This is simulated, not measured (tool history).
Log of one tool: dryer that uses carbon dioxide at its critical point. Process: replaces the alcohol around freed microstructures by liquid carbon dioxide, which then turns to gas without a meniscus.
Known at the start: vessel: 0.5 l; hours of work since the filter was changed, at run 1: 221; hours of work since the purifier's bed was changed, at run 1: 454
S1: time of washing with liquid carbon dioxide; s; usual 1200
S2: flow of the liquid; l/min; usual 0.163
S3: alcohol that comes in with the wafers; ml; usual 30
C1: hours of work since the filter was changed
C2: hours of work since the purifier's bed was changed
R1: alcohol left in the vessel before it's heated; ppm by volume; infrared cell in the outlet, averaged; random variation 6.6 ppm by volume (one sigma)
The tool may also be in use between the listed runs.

{"run": 1, "day": 0.0, "S1": 1200, "S2": 0.163, "S3": 30, "C1": 221, "C2": 454, "R1": 524}
{"run": 2, "day": 0.442, "S1": 1200, "S2": 0.163, "S3": 30, "C1": 228, "C2": 461, "R1": 515}
{"run": 3, "day": 0.858, "S1": 1440, "S2": 0.163, "S3": 30, "C1": 235, "C2": 468, "R1": 278}
{"day": 0.954, "done": "inlet filter changed"}
{"run": 4, "day": 1.608, "S1": 1440, "S2": 0.163, "S3": 30, "C1": 10, "C2": 479, "R1": 215}
{"run": 5, "day": 2.217, "S1": 1440, "S2": 0.163, "S3": 30, "C1": 20, "C2": 488, "R1": 214}
{"run": 6, "day": 3.017, "S1": 1440, "S2": 0.163, "S3": 30, "C1": 33, "C2": 501, "R1": 247}
{"run": 7, "day": 3.846, "S1": 1440, "S2": 0.163, "S3": 30, "C1": 46, "C2": 514, "R1": 233}
{"run": 8, "day": 4.304, "S1": 1800, "S2": 0.163, "S3": 30, "C1": 53, "C2": 522, "R1": 147}
{"run": 9, "day": 4.658, "S1": 1800, "S2": 0.163, "S3": 30, "C1": 59, "C2": 527, "R1": 150}
{"run": 10, "day": 5.5, "S1": 1200, "S2": 0.163, "S3": 23, "C1": 72, "C2": 541, "R1": 386}
{"run": 11, "day": 6.179, "S1": 1200, "S2": 0.163, "S3": 50, "C1": 83, "C2": 551, "R1": 664}
{"run": 12, "day": 6.867, "S1": 1200, "S2": 0.163, "S3": 50, "C1": 94, "C2": 562, "R1": 687}
{"run": 13, "day": 7.425, "S1": 1080, "S2": 0.163, "S3": 30, "C1": 103, "C2": 571, "R1": 710}
{"run": 14, "day": 7.921, "S1": 1080, "S2": 0.163, "S3": 30, "C1": 111, "C2": 579, "R1": 712}
{"run": 15, "day": 8.708, "S1": 1200, "S2": 0.163, "S3": 30, "C1": 123, "C2": 591, "R1": 492}
{"run": 16, "day": 9.525, "S1": 1020, "S2": 0.163, "S3": 30, "C1": 136, "C2": 604, "R1": 889}
{"run": 17, "day": 10.267, "S1": 1200, "S2": 0.163, "S3": 42, "C1": 148, "C2": 616, "R1": 642}
{"run": 18, "day": 10.908, "S1": 1200, "S2": 0.138, "S3": 22, "C1": 158, "C2": 626, "R1": 787}
{"run": 19, "day": 11.446, "S1": 1200, "S2": 0.163, "S3": 36, "C1": 167, "C2": 635, "R1": 610}
{"run": 20, "day": 12.275, "S1": 1200, "S2": 0.163, "S3": 36, "C1": 180, "C2": 648, "R1": 597}
{"run": 21, "day": 12.9, "S1": 1380, "S2": 0.163, "S3": 23, "C1": 190, "C2": 658, "R1": 298}
{"run": 22, "day": 13.725, "S1": 1200, "S2": 0.177, "S3": 38, "C1": 203, "C2": 671, "R1": 476}
{"run": 23, "day": 14.388, "S1": 720, "S2": 0.235, "S3": 38, "C1": 213, "C2": 682, "R1": 987}
{"run": 24, "day": 14.888, "S1": 1260, "S2": 0.124, "S3": 28, "C1": 221, "C2": 690, "R1": 1298}
{"run": 25, "day": 15.417, "S1": 1080, "S2": 0.202, "S3": 22, "C1": 230, "C2": 698, "R1": 323}
{"day": 15.862, "done": "inlet filter changed"}
{"run": 26, "day": 16.138, "S1": 1080, "S2": 0.202, "S3": 22, "C1": 4, "C2": 709, "R1": 272}
{"run": 27, "day": 16.583, "S1": 1080, "S2": 0.202, "S3": 22, "C1": 11, "C2": 716, "R1": 291}
{"run": 28, "day": 17.071, "S1": 1140, "S2": 0.202, "S3": 26, "C1": 19, "C2": 724, "R1": 267}
{"run": 29, "day": 17.467, "S1": 1440, "S2": 0.248, "S3": 39, "C1": 25, "C2": 730, "R1": 178}

4 ways to go on from here, each from the tool as it stands after run 29. What would each give?
{"run": "A", "day": 18.225, "S1": 720, "S2": 0.124, "S3": 51, "C1": 37, "C2": 742, "R1": "?"}
{"run": "B", "day": 18.225, "S1": 1380, "S2": 0.188, "S3": 30, "C1": 37, "C2": 742, "R1": "?"}
{"run": "C", "day": 18.225, "S1": 900, "S2": 0.231, "S3": 47, "C1": 37, "C2": 742, "R1": "?"}
{"run": "D", "day": 18.225, "S1": 1560, "S2": 0.267, "S3": 42, "C1": 37, "C2": 742, "R1": "?"}

run=A R1=9946
run=B R1=239
run=C R1=471
run=D R1=188
Without the tool's hidden state the same runs would have given:
run=A R1=9427
run=B R1=54
run=C R1=265
run=D R1=9

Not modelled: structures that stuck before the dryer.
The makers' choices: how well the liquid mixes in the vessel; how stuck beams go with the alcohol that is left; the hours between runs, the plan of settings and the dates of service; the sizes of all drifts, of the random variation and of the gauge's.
